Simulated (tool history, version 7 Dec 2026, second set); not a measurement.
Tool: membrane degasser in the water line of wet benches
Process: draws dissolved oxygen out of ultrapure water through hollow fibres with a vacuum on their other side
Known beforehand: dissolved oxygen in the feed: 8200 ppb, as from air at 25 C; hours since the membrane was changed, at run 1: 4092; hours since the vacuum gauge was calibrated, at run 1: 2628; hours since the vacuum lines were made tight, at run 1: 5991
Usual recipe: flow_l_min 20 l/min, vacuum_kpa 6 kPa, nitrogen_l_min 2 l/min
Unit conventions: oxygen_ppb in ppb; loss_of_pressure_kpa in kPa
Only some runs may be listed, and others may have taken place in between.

run,hour,flow_l_min,vacuum_kpa,nitrogen_l_min,hours since the membrane was changed,hours since the vacuum gauge was calibrated,hours since the vacuum lines were made tight,oxygen_ppb,loss_of_pressure_kpa
1,0,20,6,2,4092,2628,5991,69.5,69.01
2,49.2,16,6,2,4141,2677,6040,54.8,54.78
3,128.8,16,6,2,4221,2757,6120,54.4,55
4,187.7,20,6,4.8,4280,2816,6179,30.7,69.01
5,265.1,20,6,4.8,4357,2893,6256,31.3,68.98
# hour 364.3: seals of the vacuum lines changed
6,372.9,20,6,4.8,4463,2999,9,30.9,68.75
7,481.8,20,9.01,2,4572,3108,117,138.8,69.06
8,584.8,28,9.01,2.8,4675,3211,220,141.4,96.63
9,676.9,25,3.94,5.09,4767,3303,313,13.9,86.5
10,729.3,25,3.94,5.09,4820,3355,365,14.5,86.97
11,828.1,30,3.94,1.7,4918,3454,464,37.9,104.29
12,877.5,13,8.22,3.37,4968,3504,513,48,45.39
13,992.3,13,8.22,3.37,5083,3618,628,48.7,45.26
14,1077.4,16,5.22,3.85,5168,3703,713,21.8,55.62

Had the tool no unlogged condition, and each run kept its random variation, what would the results have been?
Hidden state at play: membrane still open, %; true pressure behind the membrane over the reading, kPa; air that leaks in behind the membrane, l/min; drift of the gauge itself on oxygen_ppb, %; drift of the gauge itself on loss_of_pressure_kpa, %.
run,loss_of_pressure_kpa
1,68.96
2,54.71
3,54.88
4,68.81
5,68.72
6,68.41
7,68.63
8,95.92
9,85.78
10,86.18
11,103.24
12,44.91
13,44.72
14,54.9
For oxygen_ppb, the value without the hidden state is never more than 0.2 ppb from the measured value.
